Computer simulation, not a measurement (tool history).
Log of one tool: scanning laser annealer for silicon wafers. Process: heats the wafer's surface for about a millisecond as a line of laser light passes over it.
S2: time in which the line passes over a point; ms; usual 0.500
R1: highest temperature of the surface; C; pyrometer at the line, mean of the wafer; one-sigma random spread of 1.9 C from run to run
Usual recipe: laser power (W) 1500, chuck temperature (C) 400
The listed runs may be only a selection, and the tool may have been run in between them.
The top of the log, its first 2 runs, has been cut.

Run 3, day 1.142: usual settings. Result: R1 1097 C.
Run 4, day 1.512: usual settings but chuck temperature (C) 388. Result: R1 1088 C.
At day 2.271: optics aligned, line set to its width.
Run 5, day 2.271: usual settings but chuck temperature (C) 388. Result: R1 1103 C.
Run 6, day 2.758: usual settings but laser power (W) 1307, chuck temperature (C) 388. Result: R1 983 C.
Run 7, day 3.129: usual settings but laser power (W) 1307, chuck temperature (C) 388. Result: R1 987 C.
Run 8, day 3.442: usual settings but chuck temperature (C) 415. Result: R1 1128 C.
Run 9, day 4.021: usual settings but chuck temperature (C) 415. Result: R1 1128 C.
Run 10, day 4.392: usual settings but chuck temperature (C) 415. Result: R1 1129 C.
Run 11, day 4.892: usual settings but chuck temperature (C) 415. Result: R1 1127 C.
Run 12, day 5.342: usual settings but chuck temperature (C) 388. Result: R1 1105 C.
Run 13, day 5.733: usual settings but laser power (W) 1415, chuck temperature (C) 388. Result: R1 1048 C.
Run 14, day 6.396: usual settings but laser power (W) 1415, chuck temperature (C) 388. Result: R1 1047 C.
Run 15, day 6.921: usual settings but laser power (W) 1415, chuck temperature (C) 388. Result: R1 1046 C.
Run 16, day 7.588: usual settings but laser power (W) 1415, chuck temperature (C) 388. Result: R1 1049 C.
Run 17, day 8.133: usual settings but laser power (W) 1415, chuck temperature (C) 388. Result: R1 1045 C.
Run 18, day 8.629: usual settings but laser power (W) 1424, chuck temperature (C) 415. Result: R1 1077 C.
Run 19, day 9.046: usual settings but S2 0.468 ms. Result: R1 1086 C.
Run 20, day 9.433: usual settings but laser power (W) 1447, chuck temperature (C) 360. Result: R1 1037 C.
Run 21, day 9.771: usual settings but laser power (W) 1447, chuck temperature (C) 360. Result: R1 1038 C.
Run 22, day 10.267: usual settings but laser power (W) 1309, S2 0.356 ms, chuck temperature (C) 373. Result: R1 862 C.
Run 23, day 10.867: usual settings but laser power (W) 1628, S2 0.556 ms. Result: R1 1237 C.

Predict the results of run 24:
Run 24, day 11.283: usual settings but laser power (W) 1630, S2 0.556 ms, chuck temperature (C) 431. Result: R1 ?.

R1: 1271 C
On a tool with no hidden condition, and with the same random variation, this run would have come out at R1 1300 C.

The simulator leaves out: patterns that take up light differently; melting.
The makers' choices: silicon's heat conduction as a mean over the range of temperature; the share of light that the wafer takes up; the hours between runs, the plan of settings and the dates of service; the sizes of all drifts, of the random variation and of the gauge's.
